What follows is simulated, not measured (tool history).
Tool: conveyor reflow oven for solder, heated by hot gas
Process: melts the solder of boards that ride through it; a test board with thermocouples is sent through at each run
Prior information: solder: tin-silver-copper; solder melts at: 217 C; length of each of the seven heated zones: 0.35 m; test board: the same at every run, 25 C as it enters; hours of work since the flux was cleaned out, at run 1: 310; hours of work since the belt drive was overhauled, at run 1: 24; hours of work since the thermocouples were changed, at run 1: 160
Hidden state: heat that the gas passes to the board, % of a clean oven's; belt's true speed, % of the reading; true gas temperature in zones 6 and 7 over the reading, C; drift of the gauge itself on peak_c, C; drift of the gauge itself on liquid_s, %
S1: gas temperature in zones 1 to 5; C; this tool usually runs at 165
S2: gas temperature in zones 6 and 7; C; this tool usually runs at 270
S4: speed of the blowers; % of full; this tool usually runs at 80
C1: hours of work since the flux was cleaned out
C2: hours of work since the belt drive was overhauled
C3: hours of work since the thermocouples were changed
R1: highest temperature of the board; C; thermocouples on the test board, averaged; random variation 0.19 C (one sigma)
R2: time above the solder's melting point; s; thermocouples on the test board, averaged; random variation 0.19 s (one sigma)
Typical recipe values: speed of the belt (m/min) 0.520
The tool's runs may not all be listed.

{"run": 1, "hour": 0.0, "S1": 165, "S2": 270, "speed of the belt (m/min)": 0.52, "S4": 80, "C1": 310, "C2": 24, "C3": 160, "R1": 252.4, "R2": 57.1}
{"run": 2, "hour": 6.1, "S1": 165, "S2": 270, "speed of the belt (m/min)": 0.52, "S4": 80, "C1": 314, "C2": 28, "C3": 164, "R1": 252.8, "R2": 57.3}
{"run": 3, "hour": 15.1, "S1": 165, "S2": 270, "speed of the belt (m/min)": 0.52, "S4": 80, "C1": 321, "C2": 35, "C3": 171, "R1": 252.6, "R2": 57.3}
{"run": 4, "hour": 24.5, "S1": 165, "S2": 270, "speed of the belt (m/min)": 0.52, "S4": 80, "C1": 327, "C2": 42, "C3": 177, "R1": 252.7, "R2": 57.0}
{"run": 5, "hour": 37.0, "S1": 165, "S2": 270, "speed of the belt (m/min)": 0.52, "S4": 80, "C1": 336, "C2": 51, "C3": 186, "R1": 252.2, "R2": 57.2}
{"run": 6, "hour": 43.3, "S1": 165, "S2": 270, "speed of the belt (m/min)": 0.52, "S4": 80, "C1": 341, "C2": 55, "C3": 191, "R1": 252.5, "R2": 57.2}
{"run": 7, "hour": 49.0, "S1": 165, "S2": 270, "speed of the belt (m/min)": 0.52, "S4": 80, "C1": 345, "C2": 59, "C3": 195, "R1": 252.1, "R2": 57.3}
{"run": 8, "hour": 55.3, "S1": 163, "S2": 270, "speed of the belt (m/min)": 0.52, "S4": 80, "C1": 349, "C2": 64, "C3": 200, "R1": 251.7, "R2": 55.8}
{"run": 9, "hour": 66.5, "S1": 163, "S2": 270, "speed of the belt (m/min)": 0.52, "S4": 80, "C1": 358, "C2": 72, "C3": 208, "R1": 252.0, "R2": 56.2}
{"hour": 75.5, "done": "flux residue cleaned out of gas plates and filters"}
{"run": 10, "hour": 81.6, "S1": 163, "S2": 270, "speed of the belt (m/min)": 0.52, "S4": 80, "C1": 4, "C2": 79, "C3": 215, "R1": 255.8, "R2": 60.0}
{"run": 11, "hour": 89.5, "S1": 165, "S2": 278, "speed of the belt (m/min)": 0.52, "S4": 71, "C1": 10, "C2": 85, "C3": 221, "R1": 261.3, "R2": 63.9}
{"run": 12, "hour": 96.6, "S1": 165, "S2": 278, "speed of the belt (m/min)": 0.52, "S4": 71, "C1": 15, "C2": 90, "C3": 226, "R1": 261.5, "R2": 63.4}
{"run": 13, "hour": 105.9, "S1": 167, "S2": 270, "speed of the belt (m/min)": 0.52, "S4": 73, "C1": 22, "C2": 97, "C3": 232, "R1": 254.7, "R2": 60.4}
{"run": 14, "hour": 114.2, "S1": 167, "S2": 270, "speed of the belt (m/min)": 0.52, "S4": 73, "C1": 28, "C2": 103, "C3": 238, "R1": 254.8, "R2": 60.5}
{"run": 15, "hour": 120.8, "S1": 167, "S2": 275, "speed of the belt (m/min)": 0.52, "S4": 73, "C1": 33, "C2": 107, "C3": 243, "R1": 259.0, "R2": 63.5}
{"run": 16, "hour": 129.5, "S1": 160, "S2": 275, "speed of the belt (m/min)": 0.52, "S4": 73, "C1": 39, "C2": 114, "C3": 249, "R1": 257.9, "R2": 60.0}
{"run": 17, "hour": 136.0, "S1": 151, "S2": 270, "speed of the belt (m/min)": 0.502, "S4": 80, "C1": 44, "C2": 118, "C3": 254, "R1": 254.6, "R2": 58.1}
{"run": 18, "hour": 143.9, "S1": 151, "S2": 270, "speed of the belt (m/min)": 0.502, "S4": 80, "C1": 49, "C2": 124, "C3": 260, "R1": 254.7, "R2": 58.3}
{"run": 19, "hour": 150.9, "S1": 151, "S2": 270, "speed of the belt (m/min)": 0.502, "S4": 80, "C1": 54, "C2": 129, "C3": 265, "R1": 254.5, "R2": 58.3}
{"run": 20, "hour": 156.2, "S1": 169, "S2": 270, "speed of the belt (m/min)": 0.603, "S4": 85, "C1": 58, "C2": 133, "C3": 269, "R1": 251.9, "R2": 50.0}

Here are 4 independent what-if runs from the current tool condition. What would each one return?
{"run": "A", "hour": 166.8, "S1": 169, "S2": 258, "speed of the belt (m/min)": 0.519, "S4": 81, "C1": 66, "C2": 141, "C3": 276, "R1": "?", "R2": "?"}
{"run": "B", "hour": 166.8, "S1": 157, "S2": 270, "speed of the belt (m/min)": 0.598, "S4": 66, "C1": 66, "C2": 141, "C3": 276, "R1": "?", "R2": "?"}
{"run": "C", "hour": 166.8, "S1": 176, "S2": 265, "speed of the belt (m/min)": 0.473, "S4": 85, "C1": 66, "C2": 141, "C3": 276, "R1": "?", "R2": "?"}
{"run": "D", "hour": 166.8, "S1": 165, "S2": 270, "speed of the belt (m/min)": 0.52, "S4": 79, "C1": 66, "C2": 141, "C3": 276, "R1": "?", "R2": "?"}

run=A R1=245.2 R2=54.3
run=B R1=245.8 R2=41.4
run=C R1=255.7 R2=71.6
run=D R1=255.1 R2=60.3
Without the tool's unlogged condition, the same runs would have read:
run=A R1=245.3 R2=54.4
run=B R1=246.1 R2=41.7
run=C R1=255.6 R2=71.5
run=D R1=255.2 R2=60.4
